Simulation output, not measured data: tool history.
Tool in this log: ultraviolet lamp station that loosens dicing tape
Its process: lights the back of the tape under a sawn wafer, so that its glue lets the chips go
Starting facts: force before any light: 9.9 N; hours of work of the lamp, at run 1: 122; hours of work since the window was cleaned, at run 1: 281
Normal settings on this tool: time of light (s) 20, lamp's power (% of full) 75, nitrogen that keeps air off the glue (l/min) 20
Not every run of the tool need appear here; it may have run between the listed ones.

run	hour	time of light (s)	lamp's power (% of full)	nitrogen that keeps air off the glue (l/min)	hours of work of the lamp	hours of work since the window was cleaned	force that peels the tape off (N)	light that reached the tape (mJ/cm2)
1	0.0	20	75	20	122	281	0.865	463
2	4.9	20	75	20	125	285	0.869	459
3	15.4	20	75	20	133	293	0.871	467
4	25.9	20	75	20	142	301	0.859	459
5	36.8	20	69	20	150	310	0.999	427
6	43.7	20	69	20	155	315	1.024	429
7	54.5	20	69	20	164	323	0.982	422
8	63.9	20	69	20	171	331	1.003	429
9	72.3	20	69	20	177	337	1.021	431
10	78.5	20	69	20	182	342	0.999	429
11	84.0	20	69	20	186	346	1.004	430
12	93.7	23	95	20	194	354	0.351	675
13	102.9	23	95	20	201	361	0.357	668
14	109.5	23	95	20	206	366	0.357	675
15	119.7	18	75	19	214	374	1.099	419
16	127.5	18	75	19	220	380	1.120	419
17	133.5	11	76	9	225	384	3.503	256
18	138.8	11	87	22	229	388	1.833	294

Run 19, settings as shown, results not yet in. Your forecast:
19	149.6	25	75	36	237	397	?	?

force that peels the tape off (N): 0.335
light that reached the tape (mJ/cm2): 584
Had the tool carried no hidden state, the very same run would have given force that peels the tape off (N) 0.335, light that reached the tape (mJ/cm2) 584.
